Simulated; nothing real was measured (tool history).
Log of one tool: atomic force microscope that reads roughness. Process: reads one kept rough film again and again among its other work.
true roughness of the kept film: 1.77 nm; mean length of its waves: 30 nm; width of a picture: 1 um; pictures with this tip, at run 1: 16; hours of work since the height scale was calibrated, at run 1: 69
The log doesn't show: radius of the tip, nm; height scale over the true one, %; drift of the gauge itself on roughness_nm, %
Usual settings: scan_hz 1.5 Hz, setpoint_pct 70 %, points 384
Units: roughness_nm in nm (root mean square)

run,hour,scan_hz,setpoint_pct,points,pictures with this tip,hours of work since the height scale was calibrated,roughness_nm
1,0,1.5,70,384,16,69,1.64
2,9.4,1.5,70,384,30,73,1.634
3,21.3,1.5,70,384,47,79,1.633
4,33.6,1.5,70,580,66,84,1.638
5,40.4,1.5,70,580,76,87,1.627
6,54.3,1.5,70,580,96,94,1.628
7,62,1.5,70,580,107,97,1.616
8,71.3,1.5,78,384,121,102,1.603
9,79.9,3.25,70,384,134,106,1.57
10,93.2,1.5,70,384,153,112,1.609
11,102.7,1.5,70,384,167,116,1.613
12,110.9,1.5,70,384,179,120,1.604
13,118.7,1.62,70,384,191,123,1.603
14,130.9,1.62,72,384,209,129,1.595
# hour 133: height scale calibrated on a step standard
15,141.3,1.5,65,384,222,4,1.604
16,149.8,1.5,65,384,235,8,1.612
17,157,1.5,65,384,246,11,1.606
18,164.9,1.5,65,384,257,15,1.602
# hour 175.6: height scale calibrated on a step standard, once more
19,179.5,1.5,65,384,277,2,1.596
20,188.2,1.5,65,384,290,6,1.599
21,195.4,2.6,66,663,301,9,1.576
22,207.9,2.6,66,663,319,15,1.56
23,218.9,2.6,66,663,335,20,1.565
24,226.4,2.01,89,939,346,23,1.477
25,235.8,2.96,56,519,360,28,1.582
26,249.2,2.96,56,519,380,34,1.577
# hour 251.1: new tip fitted
27,265.1,1.05,86,464,20,41,1.609
28,272.2,2.19,79,871,31,44,1.584
29,279.1,0.52,61,820,41,47,1.688
30,287,0.52,61,820,53,51,1.681
31,299,1.91,58,320,70,56,1.635
32,306.5,1.5,83,331,81,60,1.573
33,318.5,0.86,83,607,99,65,1.618
34,326.2,0.86,83,607,110,69,1.62
35,342.1,1.5,87,384,134,76,1.55
36,349.1,0.7,75,955,144,79,1.645
37,364.3,2.63,70,294,166,86,1.57
38,376.2,2.92,75,294,184,92,1.523
39,391.5,0.68,76,384,206,99,1.625

Hidden state or all else? Some run-to-run changes of roughness_nm, split into what the settings, what came in and random variation would give without the hidden state, and what is left for the hidden state (with any gauge scatter that isn't in both results):
Run 18 -> 19: height scale calibrated on a step standard, once more. roughness_nm -0.006 nm (root mean square): hidden state -0.008, all else +0.002.
Run 24 -> 25: scan_hz 2.01 -> 2.96, setpoint_pct 89 -> 56, points 939 -> 519. roughness_nm +0.105 nm (root mean square): hidden state -0.008, all else +0.113.
Run 26 -> 27: scan_hz 2.96 -> 1.05, setpoint_pct 56 -> 86, points 519 -> 464, new tip fitted. roughness_nm +0.032 nm (root mean square): hidden state +0.075, all else -0.043.
Run 28 -> 29: scan_hz 2.19 -> 0.52, setpoint_pct 79 -> 61, points 871 -> 820. roughness_nm +0.104 nm (root mean square): hidden state -0.002, all else +0.106.
Run 38 -> 39: scan_hz 2.92 -> 0.68, setpoint_pct 75 -> 76, points 294 -> 384. roughness_nm +0.102 nm (root mean square): hidden state -0.007, all else +0.109.
